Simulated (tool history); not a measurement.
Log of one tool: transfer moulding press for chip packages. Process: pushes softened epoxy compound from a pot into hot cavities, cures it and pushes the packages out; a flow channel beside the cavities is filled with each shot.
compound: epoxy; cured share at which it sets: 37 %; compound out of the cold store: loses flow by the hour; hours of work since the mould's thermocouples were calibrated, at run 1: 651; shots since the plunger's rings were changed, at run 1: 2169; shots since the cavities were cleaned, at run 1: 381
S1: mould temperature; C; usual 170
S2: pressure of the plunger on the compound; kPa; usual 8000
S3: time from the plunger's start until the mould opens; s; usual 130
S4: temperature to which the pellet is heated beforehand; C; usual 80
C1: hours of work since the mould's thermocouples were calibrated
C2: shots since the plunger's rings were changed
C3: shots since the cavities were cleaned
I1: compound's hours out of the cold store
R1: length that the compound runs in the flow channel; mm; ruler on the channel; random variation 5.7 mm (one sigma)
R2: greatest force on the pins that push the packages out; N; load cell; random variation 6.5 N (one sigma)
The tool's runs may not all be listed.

Run 1, hour 0.0: usual settings; C1 651; C2 2169; C3 381; I1 10.7. Result: R1 597 mm, R2 380 N.
At hour 17.0: cavities cleaned with cleaning compound and waxed.
Run 2, hour 40.0: usual settings but S4 82 C; C1 681; C2 2623; C3 271; I1 16.2. Result: R1 583 mm, R2 347 N.
Run 3, hour 59.9: usual settings but S4 82 C; C1 697; C2 2857; C3 505; I1 18.5. Result: R1 588 mm, R2 417 N.
At hour 67.3: cavities cleaned with cleaning compound and waxed.
Run 4, hour 87.5: usual settings but S4 82 C; C1 718; C2 3165; C3 238; I1 43.5. Result: R1 531 mm, R2 340 N.
At hour 115.6: cavities cleaned with cleaning compound and waxed.
Run 5, hour 116.1: usual settings but S4 82 C; C1 739; C2 3484; C3 6; I1 34.1. Result: R1 555 mm, R2 253 N.
Run 6, hour 135.9: usual settings but S4 82 C; C1 755; C2 3717; C3 239; I1 26.6. Result: R1 571 mm, R2 333 N.
At hour 166.0: cavities cleaned with cleaning compound and waxed.
Run 7, hour 175.2: usual settings but S4 82 C; C1 785; C2 4162; C3 109; I1 44.6. Result: R1 532 mm, R2 291 N.
Run 8, hour 201.5: usual settings but S4 82 C; C1 806; C2 4472; C3 419; I1 13.0. Result: R1 579 mm, R2 375 N.
At hour 215.2: cavities cleaned with cleaning compound and waxed.
Run 9, hour 228.3: usual settings but S4 82 C; C1 826; C2 4770; C3 154; I1 34.5. Result: R1 537 mm, R2 305 N.
At hour 258.4: plunger's sealing rings changed.
Run 10, hour 258.6: usual settings but S2 6190 kPa; C1 848; C2 2; C3 481; I1 17.7. Result: R1 524 mm, R2 404 N.
At hour 268.9: cavities cleaned with cleaning compound and waxed.
At hour 291.9: mould's thermocouples calibrated.
Run 11, hour 292.8: usual settings but S2 8760 kPa; C1 1; C2 365; C3 258; I1 24.5. Result: R1 632 mm, R2 364 N.
At hour 320.7: cavities cleaned with cleaning compound and waxed.
Run 12, hour 326.7: usual settings but S2 8760 kPa; C1 26; C2 746; C3 71; I1 18.0. Result: R1 633 mm, R2 282 N.
Run 13, hour 357.8: usual settings but S1 175 C, S2 7920 kPa, S3 113 s, S4 79 C; C1 51; C2 1112; C3 437; I1 46.4. Result: R1 533 mm, R2 389 N.
At hour 369.2: cavities cleaned with cleaning compound and waxed.
Run 14, hour 388.5: usual settings but S2 7550 kPa, S3 126 s; C1 74; C2 1456; C3 227; I1 29.2. Result: R1 563 mm, R2 372 N.
At hour 418.4: cavities cleaned with cleaning compound and waxed.
Run 15, hour 429.6: usual settings but S2 7550 kPa, S3 126 s; C1 106; C2 1923; C3 132; I1 11.5. Result: R1 588 mm, R2 331 N.
Run 16, hour 449.7: usual settings but S4 75 C; C1 122; C2 2160; C3 369; I1 46.0. Result: R1 549 mm, R2 379 N.
At hour 468.4: cavities cleaned with cleaning compound and waxed.
Run 17, hour 484.5: usual settings but S4 75 C; C1 148; C2 2552; C3 190; I1 47.5. Result: R1 543 mm, R2 335 N.
At hour 516.6: cavities cleaned with cleaning compound and waxed.
Run 18, hour 522.1: usual settings but S4 75 C; C1 177; C2 2977; C3 64; I1 35.2. Result: R1 552 mm, R2 286 N.
Run 19, hour 547.7: usual settings but S2 8900 kPa, S3 143 s, S4 77 C; C1 197; C2 3279; C3 366; I1 10.4. Result: R1 636 mm, R2 366 N.
At hour 566.0: cavities cleaned with cleaning compound and waxed.
Run 20, hour 584.9: usual settings but S2 8900 kPa, S3 143 s, S4 77 C; C1 225; C2 3699; C3 223; I1 12.4. Result: R1 635 mm, R2 333 N.
At hour 616.3: cavities cleaned with cleaning compound and waxed.
Run 21, hour 623.4: usual settings but S2 8900 kPa, S3 143 s, S4 77 C; C1 254; C2 4135; C3 84; I1 40.7. Result: R1 555 mm, R2 274 N.
Run 22, hour 645.4: usual settings but S2 8680 kPa, S4 72 C; C1 272; C2 4394; C3 343; I1 43.3. Result: R1 559 mm, R2 387 N.

How the hidden state differs across the entries between the runs, from the last listed run before each to the first after it:
Between runs 1 and 2: cavities cleaned with cleaning compound and waxed (hour 17.0)
  true mould temperature over the reading, C: 1.12 -> 1.18; pressure that reaches the compound, % of what is set: 95 -> 93.9; grip of the stained cavities, % over clean ones': 52.9 -> 44.8
  measured less the result without the state, R1: -20 -> -23 mm; R2: +122 -> +102 N
Between runs 3 and 4: cavities cleaned with cleaning compound and waxed (hour 67.3)
  true mould temperature over the reading, C: 1.2 -> 1.24; pressure that reaches the compound, % of what is set: 93.38 -> 92.7; grip of the stained cavities, % over clean ones': 65.7 -> 40.8
  measured less the result without the state, R1: -24 -> -25 mm; R2: +155 -> +92 N
Between runs 4 and 5: cavities cleaned with cleaning compound and waxed (hour 115.6)
  true mould temperature over the reading, C: 1.24 -> 1.28; pressure that reaches the compound, % of what is set: 92.7 -> 91.97; grip of the stained cavities, % over clean ones': 40.8 -> 2.2
  measured less the result without the state, R1: -25 -> -28 mm; R2: +92 -> -3 N
Between runs 6 and 7: cavities cleaned with cleaning compound and waxed (hour 166.0)
  true mould temperature over the reading, C: 1.31 -> 1.36; pressure that reaches the compound, % of what is set: 91.47 -> 90.48; grip of the stained cavities, % over clean ones': 41.5 -> 23.3
  measured less the result without the state, R1: -30 -> -32 mm; R2: +91 -> +48 N
Between runs 8 and 9: cavities cleaned with cleaning compound and waxed (hour 215.2)
  true mould temperature over the reading, C: 1.4 -> 1.43; pressure that reaches the compound, % of what is set: 89.79 -> 89.1; grip of the stained cavities, % over clean ones': 60 -> 28
  measured less the result without the state, R1: -37 -> -36 mm; R2: +132 -> +59 N
Between runs 9 and 10: plunger's sealing rings changed (hour 258.4)
  true mould temperature over the reading, C: 1.43 -> 1.47; pressure that reaches the compound, % of what is set: 89.1 -> 99.83; grip of the stained cavities, % over clean ones': 28 -> 63.9
  measured less the result without the state, R1: -36 -> -5 mm; R2: +59 -> +147 N
Between runs 10 and 11: cavities cleaned with cleaning compound and waxed (hour 268.9); mould's thermocouples calibrated (hour 291.9)
  true mould temperature over the reading, C: 1.47 -> -0.28; pressure that reaches the compound, % of what is set: 99.83 -> 98.96; grip of the stained cavities, % over clean ones': 63.9 -> 44.2
  measured less the result without the state, R1: -5 -> -2 mm; R2: +147 -> +115 N
Between runs 11 and 12: cavities cleaned with cleaning compound and waxed (hour 320.7)
  true mould temperature over the reading, C: -0.28 -> -0.23; pressure that reaches the compound, % of what is set: 98.96 -> 98.19; grip of the stained cavities, % over clean ones': 44.2 -> 14.2
  measured less the result without the state, R1: -2 -> -5 mm; R2: +115 -> +38 N
Between runs 13 and 14: cavities cleaned with cleaning compound and waxed (hour 369.2)
  true mould temperature over the reading, C: -0.18 -> -0.14; pressure that reaches the compound, % of what is set: 97.34 -> 96.54; grip of the stained cavities, % over clean ones': 60.3 -> 40.9
  measured less the result without the state, R1: -7 -> -9 mm; R2: +147 -> +108 N
Between runs 14 and 15: cavities cleaned with cleaning compound and waxed (hour 418.4)
  true mould temperature over the reading, C: -0.14 -> -0.08; pressure that reaches the compound, % of what is set: 96.54 -> 95.49; grip of the stained cavities, % over clean ones': 40.9 -> 25.3
  measured less the result without the state, R1: -9 -> -13 mm; R2: +108 -> +67 N
Between runs 16 and 17: cavities cleaned with cleaning compound and waxed (hour 468.4)
  true mould temperature over the reading, C: -0.06 -> -0.01; pressure that reaches the compound, % of what is set: 95.02 -> 94.19; grip of the stained cavities, % over clean ones': 56.3 -> 37
  measured less the result without the state, R1: -14 -> -17 mm; R2: +138 -> +90 N
Between runs 17 and 18: cavities cleaned with cleaning compound and waxed (hour 516.6)
  true mould temperature over the reading, C: -0.01 -> 0.04; pressure that reaches the compound, % of what is set: 94.19 -> 93.2; grip of the stained cavities, % over clean ones': 37 -> 14.3
  measured less the result without the state, R1: -17 -> -20 mm; R2: +90 -> +35 N
Between runs 19 and 20: cavities cleaned with cleaning compound and waxed (hour 566.0)
  true mould temperature over the reading, C: 0.08 -> 0.13; pressure that reaches the compound, % of what is set: 92.45 -> 91.56; grip of the stained cavities, % over clean ones': 52.6 -> 38.4
  measured less the result without the state, R1: -26 -> -28 mm; R2: +124 -> +91 N
Between runs 20 and 21: cavities cleaned with cleaning compound and waxed (hour 616.3)
  true mould temperature over the reading, C: 0.13 -> 0.19; pressure that reaches the compound, % of what is set: 91.56 -> 90.61; grip of the stained cavities, % over clean ones': 38.4 -> 19.2
  measured less the result without the state, R1: -28 -> -29 mm; R2: +91 -> +43 N

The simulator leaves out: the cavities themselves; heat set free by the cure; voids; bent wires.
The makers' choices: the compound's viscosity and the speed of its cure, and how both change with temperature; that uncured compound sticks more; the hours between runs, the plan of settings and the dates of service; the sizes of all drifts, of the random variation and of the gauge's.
